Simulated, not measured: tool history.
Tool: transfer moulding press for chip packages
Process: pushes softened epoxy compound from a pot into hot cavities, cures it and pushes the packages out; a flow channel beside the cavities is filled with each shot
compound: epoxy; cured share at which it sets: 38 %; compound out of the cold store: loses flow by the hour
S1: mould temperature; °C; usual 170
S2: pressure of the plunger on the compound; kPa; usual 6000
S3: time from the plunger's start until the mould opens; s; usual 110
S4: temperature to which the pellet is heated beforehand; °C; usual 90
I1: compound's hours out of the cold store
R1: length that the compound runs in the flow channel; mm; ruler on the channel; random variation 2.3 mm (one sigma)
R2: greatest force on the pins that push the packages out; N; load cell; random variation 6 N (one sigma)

run,hour,S1,S2,S3,S4,I1,R1,R2
1,0.0,170,6000,110,90,11.6,718,278
2,10.6,170,6000,110,90,28.5,675,315
3,16.8,170,6000,110,90,31.9,668,336
4,28.1,170,6000,110,90,28.9,672,364
5,38.6,170,6000,110,90,43.3,641,380
6,46.1,166,4690,100,85,45.7,571,586
# hour 48.6: cavities cleaned with cleaning compound and waxed
7,59.3,166,4690,100,85,11.9,638,717
8,65.0,176,6000,110,83,14.9,685,378

The next listed run, before its measurement:
9,75.8,166,6000,110,95,27.7,?,?

{"run 9": {"R1": 680, "R2": 562}}
Without the tool's hidden state the same run would have given R1 706 mm, R2 275 N.
